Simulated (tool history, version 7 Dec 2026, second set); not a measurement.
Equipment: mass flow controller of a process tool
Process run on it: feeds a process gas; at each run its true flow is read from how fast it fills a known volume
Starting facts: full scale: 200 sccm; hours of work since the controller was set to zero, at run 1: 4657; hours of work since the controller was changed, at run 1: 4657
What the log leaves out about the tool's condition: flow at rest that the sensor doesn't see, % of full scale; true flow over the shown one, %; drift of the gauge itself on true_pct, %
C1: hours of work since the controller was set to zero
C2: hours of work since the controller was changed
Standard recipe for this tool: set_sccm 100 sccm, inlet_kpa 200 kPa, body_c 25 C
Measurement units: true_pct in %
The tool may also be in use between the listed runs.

Run 1, hour 0.0: usual settings; C1 4657; C2 4657. Result: true_pct 98.38 %.
Run 2, hour 267.7: usual settings; C1 4864; C2 4864. Result: true_pct 98.27 %.
Run 3, hour 433.0: usual settings but body_c 39 C; C1 4992; C2 4992. Result: true_pct 99.86 %.
Run 4, hour 728.3: usual settings but set_sccm 163 sccm; C1 5220; C2 5220. Result: true_pct 99.84 %.
Run 5, hour 893.8: usual settings but body_c 27 C; C1 5348; C2 5348. Result: true_pct 98.46 %.
Run 6, hour 1052.6: usual settings but body_c 39 C; C1 5471; C2 5471. Result: true_pct 99.79 %.
Run 7, hour 1300.5: usual settings but body_c 39 C; C1 5663; C2 5663. Result: true_pct 99.79 %.
Run 8, hour 1439.0: usual settings but body_c 39 C; C1 5771; C2 5771. Result: true_pct 99.76 %.
Run 9, hour 1755.4: usual settings; C1 6015; C2 6015. Result: true_pct 98.21 %.
Run 10, hour 2007.5: usual settings but set_sccm 31 sccm; C1 6211; C2 6211. Result: true_pct 91.77 %.
Run 11, hour 2165.1: usual settings but set_sccm 31 sccm; C1 6333; C2 6333. Result: true_pct 91.54 %.
Run 12, hour 2358.2: usual settings but set_sccm 66 sccm, inlet_kpa 270 kPa, body_c 33 C; C1 6482; C2 6482. Result: true_pct 97.04 %.
At hour 2447.9: controller's zero set anew.
Run 13, hour 2621.5: usual settings but set_sccm 33 sccm, inlet_kpa 229 kPa, body_c 32 C; C1 134; C2 6686. Result: true_pct 100.51 %.
Run 14, hour 2903.1: usual settings but set_sccm 33 sccm, inlet_kpa 229 kPa, body_c 32 C; C1 352; C2 6904. Result: true_pct 100.20 %.
Run 15, hour 3155.0: usual settings but set_sccm 200 sccm, inlet_kpa 144 kPa; C1 547; C2 7099. Result: true_pct 101.91 %.
Run 16, hour 3315.7: usual settings but inlet_kpa 186 kPa, body_c 31 C; C1 672; C2 7223. Result: true_pct 101.33 %.
Run 17, hour 3448.2: usual settings but inlet_kpa 186 kPa, body_c 31 C; C1 774; C2 7326. Result: true_pct 101.36 %.
Run 18, hour 3590.4: usual settings but inlet_kpa 186 kPa, body_c 31 C; C1 884; C2 7436. Result: true_pct 101.39 %.
Run 19, hour 3745.9: usual settings but inlet_kpa 186 kPa, body_c 31 C; C1 1005; C2 7556. Result: true_pct 101.16 %.
Run 20, hour 4014.1: usual settings but set_sccm 26 sccm, inlet_kpa 255 kPa, body_c 21 C; C1 1212; C2 7764. Result: true_pct 97.47 %.
Run 21, hour 4266.5: usual settings but inlet_kpa 211 kPa, body_c 22 C; C1 1408; C2 7959. Result: true_pct 100.27 %.
Run 22, hour 4572.5: usual settings but set_sccm 55 sccm, inlet_kpa 231 kPa, body_c 37 C; C1 1645; C2 8196. Result: true_pct 100.53 %.

For each entry between runs, how does the tool's hidden state at the last listed run before it compare with that at the first listed run after it?
Between runs 12 and 13: controller's zero set anew (hour 2447.9)
  flow at rest that the sensor doesn't see, % of full scale: -1.343 -> -0.052; true flow over the shown one, %: 1.76 -> 1.81
  difference, measured minus the result without the unlogged condition, true_pct: -2.32 -> +1.49 %
